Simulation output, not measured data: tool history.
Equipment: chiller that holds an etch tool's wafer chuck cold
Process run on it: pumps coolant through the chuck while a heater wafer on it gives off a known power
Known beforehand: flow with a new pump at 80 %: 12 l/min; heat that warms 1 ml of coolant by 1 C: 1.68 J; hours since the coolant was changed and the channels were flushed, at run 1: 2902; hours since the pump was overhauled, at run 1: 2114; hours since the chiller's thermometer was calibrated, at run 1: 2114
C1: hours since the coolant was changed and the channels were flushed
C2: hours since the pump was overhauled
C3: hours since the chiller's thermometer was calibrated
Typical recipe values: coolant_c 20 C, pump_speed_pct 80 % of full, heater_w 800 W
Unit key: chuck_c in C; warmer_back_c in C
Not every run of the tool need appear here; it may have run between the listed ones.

{"run": 1, "day": 0.0, "coolant_c": 20, "pump_speed_pct": 80, "heater_w": 800, "C1": 2902, "C2": 2114, "C3": 2114, "chuck_c": 27.3, "warmer_back_c": 2.59}
{"run": 2, "day": 1.688, "coolant_c": 20, "pump_speed_pct": 75, "heater_w": 800, "C1": 2943, "C2": 2155, "C3": 2155, "chuck_c": 27.6, "warmer_back_c": 2.78}
{"run": 3, "day": 3.571, "coolant_c": 18, "pump_speed_pct": 80, "heater_w": 800, "C1": 2988, "C2": 2200, "C3": 2200, "chuck_c": 25.4, "warmer_back_c": 2.57}
{"run": 4, "day": 5.375, "coolant_c": 20, "pump_speed_pct": 80, "heater_w": 800, "C1": 3031, "C2": 2243, "C3": 2243, "chuck_c": 27.6, "warmer_back_c": 2.57}
{"run": 5, "day": 7.729, "coolant_c": 20, "pump_speed_pct": 74, "heater_w": 800, "C1": 3088, "C2": 2300, "C3": 2300, "chuck_c": 27.8, "warmer_back_c": 2.84}
{"run": 6, "day": 9.033, "coolant_c": 20, "pump_speed_pct": 74, "heater_w": 800, "C1": 3119, "C2": 2331, "C3": 2331, "chuck_c": 27.9, "warmer_back_c": 2.85}
{"run": 7, "day": 11.783, "coolant_c": 20, "pump_speed_pct": 74, "heater_w": 800, "C1": 3185, "C2": 2397, "C3": 2397, "chuck_c": 27.7, "warmer_back_c": 2.87}
{"run": 8, "day": 13.288, "coolant_c": 20, "pump_speed_pct": 77, "heater_w": 800, "C1": 3221, "C2": 2433, "C3": 2433, "chuck_c": 27.7, "warmer_back_c": 2.73}
{"run": 9, "day": 16.212, "coolant_c": 20, "pump_speed_pct": 77, "heater_w": 800, "C1": 3291, "C2": 2503, "C3": 2503, "chuck_c": 27.6, "warmer_back_c": 2.74}
{"run": 10, "day": 18.854, "coolant_c": 20, "pump_speed_pct": 80, "heater_w": 800, "C1": 3355, "C2": 2567, "C3": 2567, "chuck_c": 27.7, "warmer_back_c": 2.63}
{"run": 11, "day": 21.712, "coolant_c": 20, "pump_speed_pct": 80, "heater_w": 800, "C1": 3423, "C2": 2635, "C3": 2635, "chuck_c": 27.4, "warmer_back_c": 2.65}
{"run": 12, "day": 24.5, "coolant_c": 20, "pump_speed_pct": 80, "heater_w": 800, "C1": 3490, "C2": 2702, "C3": 2702, "chuck_c": 27.4, "warmer_back_c": 2.69}
{"run": 13, "day": 26.683, "coolant_c": 20, "pump_speed_pct": 80, "heater_w": 800, "C1": 3543, "C2": 2754, "C3": 2754, "chuck_c": 27.7, "warmer_back_c": 2.65}
{"run": 14, "day": 28.046, "coolant_c": 20, "pump_speed_pct": 80, "heater_w": 800, "C1": 3575, "C2": 2787, "C3": 2787, "chuck_c": 27.5, "warmer_back_c": 2.69}
{"run": 15, "day": 30.975, "coolant_c": 20, "pump_speed_pct": 80, "heater_w": 800, "C1": 3646, "C2": 2857, "C3": 2857, "chuck_c": 27.5, "warmer_back_c": 2.65}
{"day": 33.475, "done": "chiller's thermometer calibrated"}
{"run": 16, "day": 33.5, "coolant_c": 20, "pump_speed_pct": 80, "heater_w": 800, "C1": 3705, "C2": 2917, "C3": 1, "chuck_c": 26.8, "warmer_back_c": 2.67}
{"run": 17, "day": 34.817, "coolant_c": 16, "pump_speed_pct": 79, "heater_w": 669, "C1": 3737, "C2": 2949, "C3": 32, "chuck_c": 22, "warmer_back_c": 2.26}
{"run": 18, "day": 37.242, "coolant_c": 16, "pump_speed_pct": 79, "heater_w": 669, "C1": 3795, "C2": 3007, "C3": 90, "chuck_c": 21.8, "warmer_back_c": 2.29}
{"run": 19, "day": 38.579, "coolant_c": 16, "pump_speed_pct": 79, "heater_w": 669, "C1": 3827, "C2": 3039, "C3": 122, "chuck_c": 22, "warmer_back_c": 2.28}
{"run": 20, "day": 41.425, "coolant_c": 16, "pump_speed_pct": 79, "heater_w": 669, "C1": 3895, "C2": 3107, "C3": 191, "chuck_c": 21.9, "warmer_back_c": 2.24}
{"run": 21, "day": 44.146, "coolant_c": 20, "pump_speed_pct": 99, "heater_w": 458, "C1": 3961, "C2": 3173, "C3": 256, "chuck_c": 23, "warmer_back_c": 1.21}
{"run": 22, "day": 46.612, "coolant_c": 25, "pump_speed_pct": 80, "heater_w": 442, "C1": 4020, "C2": 3232, "C3": 315, "chuck_c": 28.3, "warmer_back_c": 1.48}
{"run": 23, "day": 49.154, "coolant_c": 29, "pump_speed_pct": 99, "heater_w": 910, "C1": 4081, "C2": 3293, "C3": 376, "chuck_c": 36.4, "warmer_back_c": 2.49}
{"day": 50.629, "done": "chiller's thermometer calibrated, once more"}
{"run": 24, "day": 51.758, "coolant_c": 10, "pump_speed_pct": 66, "heater_w": 470, "C1": 4142, "C2": 3354, "C3": 27, "chuck_c": 15.5, "warmer_back_c": 1.94}
{"run": 25, "day": 53.771, "coolant_c": 13, "pump_speed_pct": 90, "heater_w": 1167, "C1": 4191, "C2": 3403, "C3": 75, "chuck_c": 24.8, "warmer_back_c": 3.5}
{"run": 26, "day": 56.7, "coolant_c": 13, "pump_speed_pct": 90, "heater_w": 1167, "C1": 4261, "C2": 3473, "C3": 146, "chuck_c": 24.7, "warmer_back_c": 3.49}
{"run": 27, "day": 59.521, "coolant_c": 13, "pump_speed_pct": 90, "heater_w": 1167, "C1": 4329, "C2": 3541, "C3": 213, "chuck_c": 25, "warmer_back_c": 3.49}
{"run": 28, "day": 61.879, "coolant_c": 13, "pump_speed_pct": 90, "heater_w": 1167, "C1": 4385, "C2": 3597, "C3": 270, "chuck_c": 24.9, "warmer_back_c": 3.57}
{"run": 29, "day": 64.321, "coolant_c": 18, "pump_speed_pct": 66, "heater_w": 837, "C1": 4444, "C2": 3656, "C3": 329, "chuck_c": 28.2, "warmer_back_c": 3.51}
{"run": 30, "day": 66.925, "coolant_c": 18, "pump_speed_pct": 66, "heater_w": 808, "C1": 4506, "C2": 3718, "C3": 391, "chuck_c": 28, "warmer_back_c": 3.44}
{"run": 31, "day": 69.362, "coolant_c": 19, "pump_speed_pct": 66, "heater_w": 730, "C1": 4565, "C2": 3777, "C3": 450, "chuck_c": 27.8, "warmer_back_c": 3.13}

Hidden state or all else? Some run-to-run changes of chuck_c, split into what the settings, what came in and random variation would give without the hidden state, and what is left for the hidden state (with any gauge scatter that isn't in both results):
Hidden conditions of the tool in this case: heat passed by the chuck's channels, % of clean ones'; flow at a given pump speed, % of a new pump's; coolant's true temperature over the reading, C; drift of the gauge itself on chuck_c, C; drift of the gauge itself on warmer_back_c, C.
Run 22 -> 23: coolant_c 25 -> 29, pump_speed_pct 80 -> 99, heater_w 442 -> 910. chuck_c +8.1 C: hidden state +0.8, all else +7.3.
Run 23 -> 24: coolant_c 29 -> 10, pump_speed_pct 99 -> 66, heater_w 910 -> 470, chiller's thermometer calibrated, once more. chuck_c -20.9 C: hidden state +0.8, all else -21.7.
Run 24 -> 25: coolant_c 10 -> 13, pump_speed_pct 66 -> 90, heater_w 470 -> 1167. chuck_c +9.3 C: hidden state +1.2, all else +8.1.

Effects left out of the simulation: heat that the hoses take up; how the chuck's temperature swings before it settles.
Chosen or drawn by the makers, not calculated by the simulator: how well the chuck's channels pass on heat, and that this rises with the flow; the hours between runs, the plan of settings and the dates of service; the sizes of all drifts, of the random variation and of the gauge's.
